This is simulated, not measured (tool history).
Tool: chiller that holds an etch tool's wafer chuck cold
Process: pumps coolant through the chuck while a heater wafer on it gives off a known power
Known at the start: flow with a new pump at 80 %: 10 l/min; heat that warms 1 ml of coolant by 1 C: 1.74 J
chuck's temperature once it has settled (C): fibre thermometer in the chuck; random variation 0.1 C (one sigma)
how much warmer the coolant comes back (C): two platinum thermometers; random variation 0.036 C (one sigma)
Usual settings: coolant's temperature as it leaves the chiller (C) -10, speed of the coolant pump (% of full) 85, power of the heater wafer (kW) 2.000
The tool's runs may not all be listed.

run,day,coolant's temperature as it leaves the chiller (C),speed of the coolant pump (% of full),power of the heater wafer (kW),chuck's temperature once it has settled (C),how much warmer the coolant comes back (C)
1,0.000,-10,85,2.000,6.3,6.41
# day 4.929: coolant changed, channels flushed
2,6.212,-10,85,2.213,8.2,7.07
3,10.208,-10,85,2.213,8.0,7.17
4,15.196,-10,85,2.000,6.3,6.48
5,18.829,-10,81,2.000,7.0,6.88
6,25.758,-10,81,2.000,7.0,6.94
7,30.671,-10,81,2.000,7.0,6.94
8,34.817,-10,85,2.000,6.3,6.50
9,40.471,-10,85,2.000,6.2,6.51
10,46.546,-10,85,2.000,6.2,6.60
11,50.554,-10,85,2.000,6.2,6.63
12,56.362,-10,85,2.000,6.3,6.63
13,62.038,-10,85,2.514,10.6,8.26
14,65.188,-10,85,2.514,10.5,8.28
# day 69.225: coolant pump overhauled
15,69.517,-10,85,2.514,10.5,8.34

The next listed run, before its measurement:
16,74.833,-15,75,1.961,?,?

Run 16 gave chuck's temperature once it has settled (C) 3.2, how much warmer the coolant comes back (C) 7.40.
Without the tool's hidden state the same run would have given chuck's temperature once it has settled (C) 3.2, how much warmer the coolant comes back (C) 7.22.

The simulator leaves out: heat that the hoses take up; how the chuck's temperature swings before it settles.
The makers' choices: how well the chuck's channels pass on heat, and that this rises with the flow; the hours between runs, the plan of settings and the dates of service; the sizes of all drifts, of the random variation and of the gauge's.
